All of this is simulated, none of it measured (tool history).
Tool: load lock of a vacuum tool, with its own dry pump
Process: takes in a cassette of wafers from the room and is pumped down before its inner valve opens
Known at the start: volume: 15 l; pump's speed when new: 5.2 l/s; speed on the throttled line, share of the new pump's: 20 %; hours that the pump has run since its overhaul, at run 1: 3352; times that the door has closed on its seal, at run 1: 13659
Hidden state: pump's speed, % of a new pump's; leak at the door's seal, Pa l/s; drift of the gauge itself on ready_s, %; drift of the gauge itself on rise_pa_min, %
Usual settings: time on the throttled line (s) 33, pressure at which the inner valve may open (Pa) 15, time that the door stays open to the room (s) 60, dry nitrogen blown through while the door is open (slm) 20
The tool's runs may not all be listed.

run	day	time on the throttled line (s)	pressure at which the inner valve may open (Pa)	time that the door stays open to the room (s)	dry nitrogen blown through while the door is open (slm)	hours that the pump has run since its overhaul	times that the door has closed on its seal	incoming humidity of the room's air, %	time from the closed door until the inner valve may open (s)	rise of the pressure with all valves shut (Pa/min)
1	0	33	15	60	20	3352	13659	50	52.6	0.067
2	3.396	33	15	60	20	3433	13985	48.5	52.4	0.067
3	7.417	33	15	60	20	3530	14370	48.1	52.4	0.064
4	11.65	33	15	60	20	3631	14776	46	52.8	0.073
5	16.867	33	15	25	20	3757	15276	44.2	52.6	0.056
6	23.917	33	15	60	20	3926	15952	46.4	52.8	0.063
7	27.225	46	15	60	20	4005	16269	46.3	64	0.065
8	31.858	33	15	60	20	4116	16713	45.6	52	0.072
9	36.288	33	15	60	20	4223	17137	46.4	53.4	0.071
10	40.883	33	15	32	20	4333	17578	45.6	52.9	0.06
11	44.6	33	15	32	20	4422	17934	48.1	52.4	0.066
12	51.562	33	15	60	20	4589	18602	48.5	53.1	0.072
13	55.571	33	15	60	20	4686	18986	48.4	52.7	0.075
14	61.708	33	15	59	20	4833	19574	44.8	52.7	0.077
15	68.404	33	15	59	20	4994	20216	46.5	53.7	0.083
16	75.304	33	15	59	20	5159	20877	44.4	53	0.081
17	79.025	33	15	48	20	5248	21234	45.6	53.5	0.072
18	82.354	33	15	48	20	5328	21553	45.4	53.6	0.087
19	87.962	33	15	60	20	5463	22091	43.2	53.3	0.083
20	91.938	33	15	60	20	5558	22472	40.5	53.7	0.084
21	96.625	33	15	60	20	5671	22921	40.1	53.2	0.082
22	103.05	33	14	40	21	5825	23537	45.2	52.4	0.088
23	107.308	33	14	100	21	5927	23945	43	53.7	0.095
24	112.958	22	14	51	21	6063	24487	43.5	45.2	0.088
25	120.146	22	25	239	21	6235	25176	46.4	43.8	0.133
26	123.175	55	10	134	18	6308	25466	45.3	72.2	0.112
27	126.104	55	10	134	18	6378	25747	47.7	72	0.115
28	132.142	55	10	134	18	6523	26326	45.3	71.4	0.112
29	137.962	31	30	47	21	6663	26884	43.3	49.8	0.091
30	143.367	21	15	68	20	6793	27402	42.8	44.3	0.105
31	150.5	33	20	80	6	6964	28086	44.8	52.9	0.122
32	157.721	32	15	41	9	7137	28777	47.8	53.3	0.119
33	163.188	32	15	41	9	7268	29302	43.3	53	0.109
34	167.862	33	13	60	6	7381	29750	45	53.8	0.12
35	174.275	33	13	60	6	7534	30364	46.3	54.2	0.133
36	179.425	33	13	60	6	7658	30858	46.4	53.4	0.128
37	185.108	49	20	65	28	7795	31403	43.2	64.9	0.12

Forecast each of these 3 alternatives for the next run:
A	188.15	23	14	60	32	7867	31694	45.4	?	?
B	188.15	33	12	121	26	7867	31694	43.5	?	?
C	188.15	24	20	65	28	7867	31694	46.2	?	?

run	time from the closed door until the inner valve may open (s)	rise of the pressure with all valves shut (Pa/min)
A	46.8	0.12
B	55.2	0.131
C	46.9	0.115
Without the tool's hidden state the same runs would have given:
run	time from the closed door until the inner valve may open (s)	rise of the pressure with all valves shut (Pa/min)
A	44.3	0.03
B	52.9	0.04
C	44.5	0.026
